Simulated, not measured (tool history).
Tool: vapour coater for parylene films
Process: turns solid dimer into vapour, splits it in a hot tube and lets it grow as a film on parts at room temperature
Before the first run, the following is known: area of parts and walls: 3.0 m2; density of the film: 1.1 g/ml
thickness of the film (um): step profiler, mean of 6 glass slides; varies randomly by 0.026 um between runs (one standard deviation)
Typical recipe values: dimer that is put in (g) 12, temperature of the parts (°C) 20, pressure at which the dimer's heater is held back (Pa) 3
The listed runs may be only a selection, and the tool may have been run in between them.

run,hour,dimer that is put in (g),temperature of the parts (°C),pressure at which the dimer's heater is held back (Pa),thickness of the film (um)
1,0,12,20,3,1.96
2,11.5,18,20,3,2.96
3,19.4,12,20,3,1.96
4,35.9,12,20,3,1.99
5,51.9,12,20,3,1.97
6,65.5,12,20,3,1.95
7,80.8,12,12,3,2.45
8,99.2,12,12,3,2.41
9,115.4,12,20,3,1.95
10,126.7,12,20,3,1.89
11,139.3,12,20,3,1.95
12,151.5,12,20,3,1.91
13,161.6,12,20,3,1.91
14,176.9,12,20,3,1.9
15,186.9,12,20,3,1.87
16,201.3,12,20,3,1.91
17,212.3,12,20,10.94,1.68
18,226.2,12,21,3,1.85
19,241.4,12,21,3,1.83
20,256.3,12,21,3,1.86
21,269,12,20,3,1.88
22,277.3,12,20,3,1.92
23,288.7,8,17,7.43,1.27
24,297.3,12,16,4.17,2.03
25,313.5,12,16,4.17,2.09
26,328.5,18,24,3,2.5
27,342.4,13,30,3.87,1.45
28,358.9,13,30,3.87,1.43
29,373.5,13,30,3.87,1.46
30,382.9,11,15,5.93,1.88
31,396.7,7,28,5.67,0.81
32,407.6,7,28,5.67,0.84
33,421,16,23,2.26,2.25
34,431.7,7,23,6.14,0.93
35,443.5,7,18,2.08,1.21
36,454.9,12,20,2.38,1.91
37,471.8,12,20,2.38,1.91

Estimate the outcome of run 38 from the log above:
38,480.8,14,31,3.65,?

Run 38 gave thickness of the film (um) 1.49.
The same run, on a tool lacking any hidden state, would have yielded thickness of the film (um) 1.65.
